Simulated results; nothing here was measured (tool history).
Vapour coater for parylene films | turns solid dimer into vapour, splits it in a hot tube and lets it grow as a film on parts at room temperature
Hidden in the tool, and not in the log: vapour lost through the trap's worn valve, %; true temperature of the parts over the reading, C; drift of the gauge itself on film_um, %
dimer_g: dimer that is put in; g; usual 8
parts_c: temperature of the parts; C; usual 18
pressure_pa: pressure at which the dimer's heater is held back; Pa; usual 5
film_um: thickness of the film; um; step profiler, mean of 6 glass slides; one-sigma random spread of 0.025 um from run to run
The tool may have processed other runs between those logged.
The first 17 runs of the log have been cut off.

run	hour	dimer_g	parts_c	pressure_pa	hours of work since the trap's valve was overhauled	hours of work since the table's thermometer was calibrated	film_um
18	687.6	8	18	8.51	129	828	1.67
19	713.6	8	18	8.51	142	841	1.61
20	768	5	18	5	169	868	1.03
21	809.6	5	18	5	190	889	1.02
22	862.7	5	18	5	216	915	1
# hour 878.4: trap's valve overhauled
23	921.3	8	11	5.02	21	942	2.58
24	959	8	11	5.02	40	961	2.56
25	1015.2	7	15	5.02	68	989	1.79
26	1049	7	15	5.02	85	1006	1.77
27	1080.9	7	15	5.02	101	1022	1.78
28	1118.5	7	15	5.02	120	1040	1.72
29	1152.6	4	29	7.58	137	1057	0.51
30	1182.9	5	15	7.13	152	1073	1.14
31	1236	5	15	7.13	178	1099	1.16
32	1267	9	13	2.26	194	1114	2.48
33	1320	9	13	2.26	220	1141	2.36
# hour 1328.4: trap's valve overhauled
34	1361.8	9	13	2.26	17	1160	2.76

What if the next run were any one of these 3? Each begins from the tool's condition after run 34:
A	1395.2	8	11	11.81	33	1176	?
B	1395.2	6	13	8.58	33	1176	?
C	1395.2	4	18	6.05	33	1176	?

run	film_um
A	2.46
B	1.68
C	0.89
The same runs, with their run-to-run variation unchanged, on a tool lacking any hidden condition would have given:
run	film_um
A	2.59
B	1.77
C	0.94
